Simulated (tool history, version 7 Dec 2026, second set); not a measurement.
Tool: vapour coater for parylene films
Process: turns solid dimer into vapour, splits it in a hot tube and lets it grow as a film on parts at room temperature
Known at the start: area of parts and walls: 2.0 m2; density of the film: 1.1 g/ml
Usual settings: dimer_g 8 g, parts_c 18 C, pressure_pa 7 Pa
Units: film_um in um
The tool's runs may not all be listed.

run,hour,dimer_g,parts_c,pressure_pa,film_um
1,0,8,18,7,2.59
2,38.2,8,18,7,2.6
3,71.9,8,18,11.2,2.34
4,104.5,8,18,7,2.55
5,163.5,8,18,7,2.52
6,211.4,8,14,7,3
7,268.5,8,20,7,2.27
8,327.7,8,13,7,3.1
9,385.5,8,18,4.8,2.61
10,424.1,8,18,3.67,2.69
11,482.6,8,18,3.67,2.62
12,528.9,8,12,3.67,3.23
13,574.8,8,12,3.67,3.22
14,623,8,16,7,2.58
15,693.4,8,22,7,1.93
16,722.2,12,18,7,3.48
17,769.5,12,18,7,3.42
18,811.6,12,18,7,3.45
19,882.6,8,27,7,1.46
20,920.9,8,18,7,2.24
21,976.7,8,18,7,2.55
22,1037.3,8,18,7,2.57
23,1075.3,8,18,7,2.47
24,1130.6,7,11,2.28,3.06
25,1181.4,7,11,2.28,3.06
26,1251.3,3,14,2.18,1.27
27,1322.3,3,17,2.18,1.23
28,1387.9,4,20,10.99,1.06
29,1451.8,4,10,6.92,1.67
30,1514.7,6,16,2.21,2.45
31,1568.5,6,16,2.21,2.4
32,1602.1,6,16,2.21,2.43
33,1669.7,6,16,2.21,2.34
34,1706.6,8,18,2.16,2.91
35,1738.1,9,12,7,3.57
36,1796.9,7,29,3.56,1.38
37,1849.6,7,29,3.56,1.37
38,1902.4,8,14,10.39,2.66
39,1966,8,14,10.39,2.66
40,2039.8,12,16,4.44,4.67
41,2106.9,12,24,3.04,3.37
42,2155.1,13,25,8.11,2.95
43,2210.6,4,21,8.11,1.1
44,2271.8,8,18,11.02,2.4
45,2325.4,8,18,11.02,2.4

Not shown: 4 entries that the log had between the listed runs. Between which runs, and how does the tool's hidden state differ before and after?
Between runs 18 and 19: table's thermometer calibrated (hour 856.2)
  vapour lost through the trap's worn valve, %: 12.4 -> 13.2; true temperature of the parts over the reading, C: 0.63 -> 1.05
  measured less the result without the state, film_um: -0.61 -> -0.31 um
Between runs 20 and 21: trap's valve overhauled (hour 957.7)
  vapour lost through the trap's worn valve, %: 13.7 -> 0.6; true temperature of the parts over the reading, C: 1.05 -> 1.06
  measured less the result without the state, film_um: -0.49 -> -0.15 um
Between runs 25 and 26: table's thermometer calibrated, once more (hour 1244.3)
  vapour lost through the trap's worn valve, %: 3.4 -> 4.3; true temperature of the parts over the reading, C: 1.09 -> 0.05
  measured less the result without the state, film_um: -0.1 -> -0.05 um
Between runs 39 and 40: trap's valve overhauled (hour 2012.4)
  vapour lost through the trap's worn valve, %: 13.8 -> 0.8; true temperature of the parts over the reading, C: 0.16 -> 0.17
  measured less the result without the state, film_um: -0.45 -> -0.08 um
